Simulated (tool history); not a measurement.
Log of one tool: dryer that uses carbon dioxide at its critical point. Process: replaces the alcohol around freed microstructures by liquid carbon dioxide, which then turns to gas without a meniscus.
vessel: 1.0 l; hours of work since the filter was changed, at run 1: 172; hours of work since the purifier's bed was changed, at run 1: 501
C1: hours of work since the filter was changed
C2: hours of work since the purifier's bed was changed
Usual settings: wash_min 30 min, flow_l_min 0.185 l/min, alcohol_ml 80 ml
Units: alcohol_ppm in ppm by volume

{"run": 1, "day": 0.0, "wash_min": 30, "flow_l_min": 0.185, "alcohol_ml": 80, "C1": 172, "C2": 501, "alcohol_ppm": 1531}
{"day": 0.396, "done": "inlet filter changed"}
{"run": 2, "day": 0.692, "wash_min": 30, "flow_l_min": 0.185, "alcohol_ml": 80, "C1": 5, "C2": 512, "alcohol_ppm": 1061}
{"run": 3, "day": 1.667, "wash_min": 30, "flow_l_min": 0.185, "alcohol_ml": 80, "C1": 22, "C2": 528, "alcohol_ppm": 1130}
{"run": 4, "day": 2.392, "wash_min": 30, "flow_l_min": 0.185, "alcohol_ml": 80, "C1": 34, "C2": 541, "alcohol_ppm": 1172}
{"run": 5, "day": 2.904, "wash_min": 30, "flow_l_min": 0.185, "alcohol_ml": 63, "C1": 43, "C2": 550, "alcohol_ppm": 963}
{"run": 6, "day": 3.942, "wash_min": 30, "flow_l_min": 0.185, "alcohol_ml": 63, "C1": 60, "C2": 567, "alcohol_ppm": 1027}
{"run": 7, "day": 4.975, "wash_min": 30, "flow_l_min": 0.185, "alcohol_ml": 63, "C1": 78, "C2": 585, "alcohol_ppm": 1081}
{"run": 8, "day": 5.942, "wash_min": 30, "flow_l_min": 0.144, "alcohol_ml": 63, "C1": 94, "C2": 601, "alcohol_ppm": 2602}
{"run": 9, "day": 6.854, "wash_min": 30, "flow_l_min": 0.185, "alcohol_ml": 28, "C1": 110, "C2": 617, "alcohol_ppm": 670}
{"run": 10, "day": 7.558, "wash_min": 30, "flow_l_min": 0.185, "alcohol_ml": 80, "C1": 122, "C2": 629, "alcohol_ppm": 1397}
{"run": 11, "day": 8.396, "wash_min": 30, "flow_l_min": 0.185, "alcohol_ml": 80, "C1": 136, "C2": 643, "alcohol_ppm": 1543}
{"day": 8.662, "done": "purifier's bed changed"}
{"run": 12, "day": 9.179, "wash_min": 30, "flow_l_min": 0.185, "alcohol_ml": 80, "C1": 147, "C2": 9, "alcohol_ppm": 1302}
{"run": 13, "day": 9.854, "wash_min": 30, "flow_l_min": 0.111, "alcohol_ml": 80, "C1": 159, "C2": 20, "alcohol_ppm": 7134}
{"run": 14, "day": 10.496, "wash_min": 30, "flow_l_min": 0.185, "alcohol_ml": 80, "C1": 170, "C2": 31, "alcohol_ppm": 1397}
{"day": 11.075, "done": "inlet filter changed"}
{"run": 15, "day": 11.596, "wash_min": 30, "flow_l_min": 0.185, "alcohol_ml": 80, "C1": 9, "C2": 49, "alcohol_ppm": 898}
{"run": 16, "day": 12.071, "wash_min": 30, "flow_l_min": 0.185, "alcohol_ml": 80, "C1": 17, "C2": 57, "alcohol_ppm": 904}
{"run": 17, "day": 13.012, "wash_min": 30, "flow_l_min": 0.185, "alcohol_ml": 80, "C1": 33, "C2": 73, "alcohol_ppm": 942}
{"run": 18, "day": 13.5, "wash_min": 30, "flow_l_min": 0.185, "alcohol_ml": 80, "C1": 41, "C2": 82, "alcohol_ppm": 978}
{"run": 19, "day": 13.954, "wash_min": 30, "flow_l_min": 0.185, "alcohol_ml": 80, "C1": 49, "C2": 89, "alcohol_ppm": 1041}
{"run": 20, "day": 14.888, "wash_min": 30, "flow_l_min": 0.185, "alcohol_ml": 49, "C1": 65, "C2": 105, "alcohol_ppm": 662}
{"run": 21, "day": 15.462, "wash_min": 30, "flow_l_min": 0.185, "alcohol_ml": 80, "C1": 75, "C2": 115, "alcohol_ppm": 1091}
{"run": 22, "day": 16.379, "wash_min": 29, "flow_l_min": 0.283, "alcohol_ml": 80, "C1": 90, "C2": 131, "alcohol_ppm": 179}
{"run": 23, "day": 16.975, "wash_min": 20, "flow_l_min": 0.283, "alcohol_ml": 21, "C1": 100, "C2": 141, "alcohol_ppm": 315}
{"run": 24, "day": 17.917, "wash_min": 26, "flow_l_min": 0.196, "alcohol_ml": 87, "C1": 116, "C2": 157, "alcohol_ppm": 1835}
{"run": 25, "day": 18.971, "wash_min": 26, "flow_l_min": 0.13, "alcohol_ml": 110, "C1": 134, "C2": 175, "alcohol_ppm": 8978}
{"run": 26, "day": 19.875, "wash_min": 27, "flow_l_min": 0.28, "alcohol_ml": 22, "C1": 150, "C2": 190, "alcohol_ppm": 146}
{"run": 27, "day": 20.871, "wash_min": 30, "flow_l_min": 0.115, "alcohol_ml": 53, "C1": 167, "C2": 207, "alcohol_ppm": 4483}
{"run": 28, "day": 21.525, "wash_min": 42, "flow_l_min": 0.115, "alcohol_ml": 27, "C1": 178, "C2": 218, "alcohol_ppm": 910}
{"day": 21.662, "done": "inlet filter changed"}
{"run": 29, "day": 22.396, "wash_min": 42, "flow_l_min": 0.115, "alcohol_ml": 27, "C1": 13, "C2": 232, "alcohol_ppm": 663}
{"run": 30, "day": 23.45, "wash_min": 42, "flow_l_min": 0.115, "alcohol_ml": 27, "C1": 30, "C2": 250, "alcohol_ppm": 698}
{"run": 31, "day": 24.454, "wash_min": 42, "flow_l_min": 0.115, "alcohol_ml": 27, "C1": 48, "C2": 267, "alcohol_ppm": 735}
{"run": 32, "day": 25.375, "wash_min": 30, "flow_l_min": 0.185, "alcohol_ml": 71, "C1": 63, "C2": 283, "alcohol_ppm": 1042}
{"run": 33, "day": 26.346, "wash_min": 45, "flow_l_min": 0.154, "alcohol_ml": 71, "C1": 80, "C2": 300, "alcohol_ppm": 464}
{"run": 34, "day": 27.408, "wash_min": 27, "flow_l_min": 0.314, "alcohol_ml": 71, "C1": 98, "C2": 318, "alcohol_ppm": 222}
{"run": 35, "day": 27.925, "wash_min": 45, "flow_l_min": 0.31, "alcohol_ml": 29, "C1": 107, "C2": 327, "alcohol_ppm": 129}
{"run": 36, "day": 29.012, "wash_min": 22, "flow_l_min": 0.131, "alcohol_ml": 48, "C1": 125, "C2": 345, "alcohol_ppm": 5851}
{"run": 37, "day": 29.483, "wash_min": 22, "flow_l_min": 0.131, "alcohol_ml": 48, "C1": 133, "C2": 353, "alcohol_ppm": 5852}
{"run": 38, "day": 30.267, "wash_min": 30, "flow_l_min": 0.148, "alcohol_ml": 74, "C1": 147, "C2": 366, "alcohol_ppm": 2892}
{"run": 39, "day": 31.204, "wash_min": 30, "flow_l_min": 0.148, "alcohol_ml": 74, "C1": 162, "C2": 382, "alcohol_ppm": 3005}
{"day": 32.167, "done": "inlet filter changed"}
{"run": 40, "day": 32.283, "wash_min": 42, "flow_l_min": 0.206, "alcohol_ml": 95, "C1": 2, "C2": 400, "alcohol_ppm": 251}
{"run": 41, "day": 32.725, "wash_min": 42, "flow_l_min": 0.206, "alcohol_ml": 95, "C1": 9, "C2": 408, "alcohol_ppm": 239}

The same runs without the tool's hidden state, with the same run-to-run variation:
The hidden state here: flow that reaches the vessel past the clogged filter, %; alcohol in the recycled carbon dioxide, ppm; drift of the gauge itself on alcohol_ppm, %.
run=1 alcohol_ppm=846
run=2 alcohol_ppm=826
run=3 alcohol_ppm=847
run=4 alcohol_ppm=851
run=5 alcohol_ppm=649
run=6 alcohol_ppm=658
run=7 alcohol_ppm=669
run=8 alcohol_ppm=1900
run=9 alcohol_ppm=309
run=10 alcohol_ppm=804
run=11 alcohol_ppm=863
run=12 alcohol_ppm=851
run=13 alcohol_ppm=5447
run=14 alcohol_ppm=852
run=15 alcohol_ppm=851
run=16 alcohol_ppm=835
run=17 alcohol_ppm=828
run=18 alcohol_ppm=839
run=19 alcohol_ppm=873
run=20 alcohol_ppm=518
run=21 alcohol_ppm=846
run=22 alcohol_ppm=88
run=23 alcohol_ppm=195
run=24 alcohol_ppm=1318
run=25 alcohol_ppm=7093
run=26 alcohol_ppm=40
run=27 alcohol_ppm=3303
run=28 alcohol_ppm=536
run=29 alcohol_ppm=546
run=30 alcohol_ppm=547
run=31 alcohol_ppm=551
run=32 alcohol_ppm=765
run=33 alcohol_ppm=255
run=34 alcohol_ppm=61
run=35 alcohol_ppm=0
run=36 alcohol_ppm=4739
run=37 alcohol_ppm=4683
run=38 alcohol_ppm=1960
run=39 alcohol_ppm=1962
run=40 alcohol_ppm=85
run=41 alcohol_ppm=73

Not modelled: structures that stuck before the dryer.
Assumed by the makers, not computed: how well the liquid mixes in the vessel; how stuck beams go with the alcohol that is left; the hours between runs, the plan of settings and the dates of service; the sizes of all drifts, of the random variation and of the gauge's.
